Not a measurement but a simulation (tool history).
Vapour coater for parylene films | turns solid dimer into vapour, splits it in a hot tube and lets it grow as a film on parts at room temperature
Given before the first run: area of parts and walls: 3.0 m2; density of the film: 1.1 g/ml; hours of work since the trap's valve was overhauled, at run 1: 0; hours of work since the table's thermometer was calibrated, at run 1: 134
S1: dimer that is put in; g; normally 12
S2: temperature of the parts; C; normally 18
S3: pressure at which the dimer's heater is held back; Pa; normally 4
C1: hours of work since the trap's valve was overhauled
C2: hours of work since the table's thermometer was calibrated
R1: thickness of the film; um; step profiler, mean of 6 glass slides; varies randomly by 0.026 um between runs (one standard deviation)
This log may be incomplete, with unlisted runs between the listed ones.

{"run": 1, "hour": 0.0, "S1": 12, "S2": 18, "S3": 4, "C1": 0, "C2": 134, "R1": 2.37}
{"run": 2, "hour": 17.5, "S1": 12, "S2": 18, "S3": 4, "C1": 12, "C2": 145, "R1": 2.43}
{"run": 3, "hour": 33.0, "S1": 12, "S2": 18, "S3": 4, "C1": 22, "C2": 156, "R1": 2.43}
{"run": 4, "hour": 48.7, "S1": 12, "S2": 18, "S3": 4, "C1": 33, "C2": 167, "R1": 2.48}
{"run": 5, "hour": 68.1, "S1": 12, "S2": 18, "S3": 4, "C1": 46, "C2": 180, "R1": 2.43}
{"run": 6, "hour": 83.6, "S1": 12, "S2": 18, "S3": 4, "C1": 57, "C2": 190, "R1": 2.45}
{"run": 7, "hour": 96.8, "S1": 10, "S2": 18, "S3": 4, "C1": 65, "C2": 199, "R1": 2.05}
{"run": 8, "hour": 107.7, "S1": 10, "S2": 18, "S3": 4, "C1": 73, "C2": 206, "R1": 2.02}
{"run": 9, "hour": 125.3, "S1": 12, "S2": 18, "S3": 4, "C1": 85, "C2": 218, "R1": 2.43}
{"run": 10, "hour": 137.0, "S1": 12, "S2": 18, "S3": 4.39, "C1": 93, "C2": 226, "R1": 2.37}
{"run": 11, "hour": 152.7, "S1": 12, "S2": 18, "S3": 4.39, "C1": 103, "C2": 237, "R1": 2.39}
{"run": 12, "hour": 163.3, "S1": 12, "S2": 26, "S3": 4, "C1": 110, "C2": 244, "R1": 2.07}
{"run": 13, "hour": 171.9, "S1": 12, "S2": 26, "S3": 4, "C1": 116, "C2": 250, "R1": 2.09}
{"run": 14, "hour": 182.7, "S1": 12, "S2": 26, "S3": 4, "C1": 124, "C2": 257, "R1": 2.09}
{"run": 15, "hour": 194.6, "S1": 12, "S2": 21, "S3": 4, "C1": 132, "C2": 265, "R1": 2.29}
{"run": 16, "hour": 214.0, "S1": 12, "S2": 18, "S3": 11.41, "C1": 145, "C2": 278, "R1": 2.2}
{"run": 17, "hour": 233.6, "S1": 12, "S2": 18, "S3": 11.41, "C1": 158, "C2": 292, "R1": 2.21}
{"run": 18, "hour": 253.0, "S1": 12, "S2": 18, "S3": 4, "C1": 171, "C2": 305, "R1": 2.45}
{"run": 19, "hour": 265.7, "S1": 12, "S2": 18, "S3": 4, "C1": 180, "C2": 313, "R1": 2.45}
{"run": 20, "hour": 276.3, "S1": 8, "S2": 18, "S3": 4, "C1": 187, "C2": 320, "R1": 1.61}
{"run": 21, "hour": 284.8, "S1": 15, "S2": 15, "S3": 10.39, "C1": 193, "C2": 326, "R1": 2.95}
{"run": 22, "hour": 299.9, "S1": 15, "S2": 15, "S3": 10.39, "C1": 203, "C2": 336, "R1": 2.92}
{"run": 23, "hour": 315.4, "S1": 9, "S2": 18, "S3": 4.8, "C1": 213, "C2": 347, "R1": 1.79}
{"run": 24, "hour": 327.3, "S1": 12, "S2": 14, "S3": 4, "C1": 221, "C2": 355, "R1": 2.59}
{"hour": 339.9, "done": "trap's valve overhauled"}
{"run": 25, "hour": 339.9, "S1": 12, "S2": 17, "S3": 2.91, "C1": 0, "C2": 361, "R1": 2.57}
{"run": 26, "hour": 357.1, "S1": 6, "S2": 14, "S3": 2.91, "C1": 12, "C2": 372, "R1": 1.37}
{"run": 27, "hour": 375.4, "S1": 9, "S2": 23, "S3": 2.95, "C1": 24, "C2": 385, "R1": 1.69}
{"run": 28, "hour": 392.4, "S1": 9, "S2": 26, "S3": 2.95, "C1": 35, "C2": 396, "R1": 1.58}
{"run": 29, "hour": 412.2, "S1": 9, "S2": 26, "S3": 2.95, "C1": 49, "C2": 410, "R1": 1.62}
{"run": 30, "hour": 425.8, "S1": 11, "S2": 18, "S3": 4.62, "C1": 58, "C2": 419, "R1": 2.19}
{"run": 31, "hour": 434.1, "S1": 14, "S2": 18, "S3": 8.05, "C1": 64, "C2": 425, "R1": 2.65}
{"run": 32, "hour": 444.6, "S1": 14, "S2": 14, "S3": 10.17, "C1": 71, "C2": 432, "R1": 2.83}
{"run": 33, "hour": 460.1, "S1": 14, "S2": 14, "S3": 10.17, "C1": 81, "C2": 442, "R1": 2.84}
{"run": 34, "hour": 475.0, "S1": 7, "S2": 18, "S3": 10.17, "C1": 91, "C2": 452, "R1": 1.31}
{"run": 35, "hour": 486.3, "S1": 7, "S2": 18, "S3": 10.17, "C1": 99, "C2": 460, "R1": 1.33}
{"run": 36, "hour": 495.6, "S1": 14, "S2": 18, "S3": 4.59, "C1": 105, "C2": 466, "R1": 2.76}
{"run": 37, "hour": 510.4, "S1": 12, "S2": 18, "S3": 7.57, "C1": 115, "C2": 476, "R1": 2.24}
{"run": 38, "hour": 524.2, "S1": 7, "S2": 13, "S3": 4, "C1": 125, "C2": 485, "R1": 1.61}
{"run": 39, "hour": 540.1, "S1": 7, "S2": 21, "S3": 8.17, "C1": 135, "C2": 496, "R1": 1.26}
{"run": 40, "hour": 558.4, "S1": 11, "S2": 25, "S3": 11.73, "C1": 148, "C2": 509, "R1": 1.75}

For each entry between runs, how does the tool's hidden state at the last listed run before it compare with that at the first listed run after it?
Run 24 -> run 25: trap's valve overhauled (hour 339.9)
  vapour lost through the trap's worn valve, %: 0.4 -> 0

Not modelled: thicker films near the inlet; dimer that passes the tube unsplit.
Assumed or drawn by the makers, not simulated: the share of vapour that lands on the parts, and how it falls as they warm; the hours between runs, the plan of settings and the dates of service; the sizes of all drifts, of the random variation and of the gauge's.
